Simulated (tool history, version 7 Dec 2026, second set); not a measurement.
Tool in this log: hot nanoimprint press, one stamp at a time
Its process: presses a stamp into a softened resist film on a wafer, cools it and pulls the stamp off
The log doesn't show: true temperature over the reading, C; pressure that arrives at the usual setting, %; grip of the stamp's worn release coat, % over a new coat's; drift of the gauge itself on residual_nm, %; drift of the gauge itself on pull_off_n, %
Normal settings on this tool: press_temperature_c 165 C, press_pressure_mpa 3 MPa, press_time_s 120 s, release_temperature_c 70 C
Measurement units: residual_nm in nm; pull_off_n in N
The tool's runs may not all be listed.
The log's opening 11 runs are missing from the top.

run,day,press_temperature_c,press_pressure_mpa,press_time_s,release_temperature_c,hours of work since the thermocouple was calibrated,imprints on the stamp's release coat,hours of work since the press's seals were changed,residual_nm,pull_off_n
12,6.304,165,3,120,70,432,1447,278,352.2,215
13,6.925,171,3,120,70,444,1505,290,255,206
14,7.725,171,3,120,70,458,1578,305,253.4,208
# day 8.371: stamp cleaned and given a new release coat
15,8.754,171,3,120,70,473,36,319,255.5,167
16,9.396,157,3,120,70,485,94,331,514,172
17,10.038,164,2.95,75,70,497,153,343,442.9,180
18,10.562,156,3,99,70,506,202,353,559.9,178
19,11.138,156,3,99,70,517,254,363,563.1,174
20,11.729,156,3,99,70,528,309,374,554.3,178
# day 12.1: plate thermocouple calibrated
21,12.196,156,3,99,70,2,340,381,533.5,176
22,12.842,177,2.72,179,74,14,399,393,148.7,163
23,13.329,177,2.72,179,74,23,444,402,150.2,166
24,13.904,177,2.72,85,74,33,497,412,208,165
25,14.4,177,2.72,85,74,43,542,422,208.8,165
26,14.975,177,4.64,160,74,53,595,432,121,176
27,15.308,165,2.68,217,70,60,626,439,280.3,182
28,16.071,174,2.19,120,59,74,696,453,238,220
29,16.692,165,3,96,61,85,753,464,367.2,216
30,17.083,160,3,69,70,93,789,472,505.5,188

Branching from run 30: 4 alternative next runs. What would each branch give?
A,17.838,160,4.75,68,60,107,858,486,?,?
B,17.838,162,4.69,212,70,107,858,486,?,?
C,17.838,165,3,133,60,107,858,486,?,?
D,17.838,165,3,84,70,107,858,486,?,?

run,residual_nm,pull_off_n
A,452.6,208
B,268.8,193
C,324.7,226
D,389.6,191
Had the tool no hidden state, the same runs would have come out as:
run,residual_nm,pull_off_n
A,441.6,182
B,259.9,169
C,317.1,198
D,381.4,167
